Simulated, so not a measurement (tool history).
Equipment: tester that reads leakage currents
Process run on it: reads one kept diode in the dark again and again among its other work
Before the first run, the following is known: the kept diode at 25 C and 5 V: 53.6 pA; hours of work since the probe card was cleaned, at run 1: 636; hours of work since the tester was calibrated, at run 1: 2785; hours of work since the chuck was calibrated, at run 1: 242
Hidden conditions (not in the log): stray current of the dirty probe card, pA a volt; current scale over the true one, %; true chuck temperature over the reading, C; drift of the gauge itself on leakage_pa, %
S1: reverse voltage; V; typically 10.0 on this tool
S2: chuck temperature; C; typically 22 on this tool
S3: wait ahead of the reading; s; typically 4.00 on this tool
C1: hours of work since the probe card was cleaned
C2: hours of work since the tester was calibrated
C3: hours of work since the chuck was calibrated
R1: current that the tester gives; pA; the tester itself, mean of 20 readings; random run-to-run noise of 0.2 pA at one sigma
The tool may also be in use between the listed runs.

{"run": 1, "hour": 0.0, "S1": 10.0, "S2": 22, "S3": 4.0, "C1": 636, "C2": 2785, "C3": 242, "R1": 65.08}
{"run": 2, "hour": 246.3, "S1": 10.0, "S2": 22, "S3": 4.0, "C1": 768, "C2": 2916, "C3": 373, "R1": 64.77}
{"run": 3, "hour": 369.6, "S1": 10.0, "S2": 22, "S3": 4.0, "C1": 834, "C2": 2982, "C3": 439, "R1": 64.92}
{"run": 4, "hour": 506.7, "S1": 10.0, "S2": 22, "S3": 4.0, "C1": 907, "C2": 3056, "C3": 513, "R1": 64.7}
{"run": 5, "hour": 645.6, "S1": 10.0, "S2": 22, "S3": 0.88, "C1": 982, "C2": 3130, "C3": 587, "R1": 66.31}
{"run": 6, "hour": 857.4, "S1": 10.0, "S2": 22, "S3": 0.88, "C1": 1095, "C2": 3243, "C3": 700, "R1": 66.15}
{"run": 7, "hour": 1145.9, "S1": 10.0, "S2": 22, "S3": 0.88, "C1": 1249, "C2": 3397, "C3": 854, "R1": 66.02}
{"run": 8, "hour": 1414.3, "S1": 10.0, "S2": 22, "S3": 0.88, "C1": 1392, "C2": 3541, "C3": 998, "R1": 65.94}
{"run": 9, "hour": 1544.8, "S1": 10.0, "S2": 56, "S3": 0.88, "C1": 1462, "C2": 3610, "C3": 1067, "R1": 681.74}
{"run": 10, "hour": 1781.7, "S1": 10.0, "S2": 22, "S3": 1.35, "C1": 1589, "C2": 3737, "C3": 1194, "R1": 65.52}
{"run": 11, "hour": 1982.0, "S1": 10.0, "S2": 22, "S3": 4.0, "C1": 1696, "C2": 3844, "C3": 1301, "R1": 64.73}
{"run": 12, "hour": 2218.6, "S1": 10.0, "S2": 22, "S3": 4.0, "C1": 1822, "C2": 3971, "C3": 1428, "R1": 64.54}
{"run": 13, "hour": 2362.6, "S1": 10.0, "S2": 55, "S3": 4.0, "C1": 1899, "C2": 4048, "C3": 1505, "R1": 629.7}
{"run": 14, "hour": 2494.9, "S1": 10.0, "S2": 22, "S3": 4.0, "C1": 1970, "C2": 4118, "C3": 1575, "R1": 64.78}
{"hour": 2513.7, "done": "tester calibrated"}
{"run": 15, "hour": 2690.9, "S1": 10.0, "S2": 31, "S3": 4.0, "C1": 2074, "C2": 95, "C3": 1679, "R1": 123.0}
{"hour": 2810.7, "done": "chuck's temperature calibrated"}
{"run": 16, "hour": 2819.0, "S1": 10.0, "S2": 27, "S3": 4.0, "C1": 2141, "C2": 162, "C3": 4, "R1": 98.7}
{"run": 17, "hour": 2989.3, "S1": 10.0, "S2": 27, "S3": 4.0, "C1": 2232, "C2": 253, "C3": 95, "R1": 98.86}
{"hour": 3169.2, "done": "tester calibrated, once more"}
{"run": 18, "hour": 3169.2, "S1": 1.8, "S2": 22, "S3": 4.0, "C1": 2327, "C2": 0, "C3": 191, "R1": 24.8}
{"run": 19, "hour": 3330.4, "S1": 1.8, "S2": 22, "S3": 4.0, "C1": 2413, "C2": 86, "C3": 277, "R1": 24.86}
{"run": 20, "hour": 3517.3, "S1": 1.6, "S2": 22, "S3": 4.0, "C1": 2513, "C2": 186, "C3": 377, "R1": 23.04}
{"run": 21, "hour": 3649.4, "S1": 10.0, "S2": 21, "S3": 2.51, "C1": 2584, "C2": 257, "C3": 447, "R1": 63.73}
{"run": 22, "hour": 3814.6, "S1": 2.0, "S2": 42, "S3": 4.0, "C1": 2672, "C2": 345, "C3": 536, "R1": 110.42}
{"run": 23, "hour": 3937.8, "S1": 13.7, "S2": 48, "S3": 0.5, "C1": 2738, "C2": 411, "C3": 601, "R1": 490.35}
{"run": 24, "hour": 4222.8, "S1": 13.7, "S2": 48, "S3": 0.5, "C1": 2890, "C2": 563, "C3": 754, "R1": 484.71}
{"run": 25, "hour": 4449.0, "S1": 13.7, "S2": 48, "S3": 0.5, "C1": 3011, "C2": 684, "C3": 875, "R1": 487.87}
{"run": 26, "hour": 4716.5, "S1": 13.7, "S2": 48, "S3": 0.5, "C1": 3154, "C2": 827, "C3": 1018, "R1": 485.41}
{"run": 27, "hour": 4848.2, "S1": 7.3, "S2": 32, "S3": 2.17, "C1": 3225, "C2": 897, "C3": 1088, "R1": 113.75}
{"run": 28, "hour": 4985.7, "S1": 1.9, "S2": 22, "S3": 4.0, "C1": 3298, "C2": 971, "C3": 1161, "R1": 24.98}
{"run": 29, "hour": 5252.6, "S1": 15.1, "S2": 45, "S3": 1.58, "C1": 3441, "C2": 1114, "C3": 1304, "R1": 414.2}
{"hour": 5294.4, "done": "probe card cleaned and baked"}
{"run": 30, "hour": 5508.1, "S1": 3.3, "S2": 32, "S3": 4.0, "C1": 114, "C2": 1249, "C3": 1439, "R1": 67.31}
{"run": 31, "hour": 5755.6, "S1": 3.3, "S2": 32, "S3": 4.0, "C1": 247, "C2": 1381, "C3": 1571, "R1": 67.08}

Run 32 comes next. What will it give?
{"run": 32, "hour": 5973.9, "S1": 10.9, "S2": 31, "S3": 0.61, "C1": 363, "C2": 1497, "C3": 1688, "R1": "?"}

For run 32 the tool returned R1 123.64 pA.
If the tool had no hidden condition, the same run with the same run-to-run variation would have returned R1 133.39 pA.
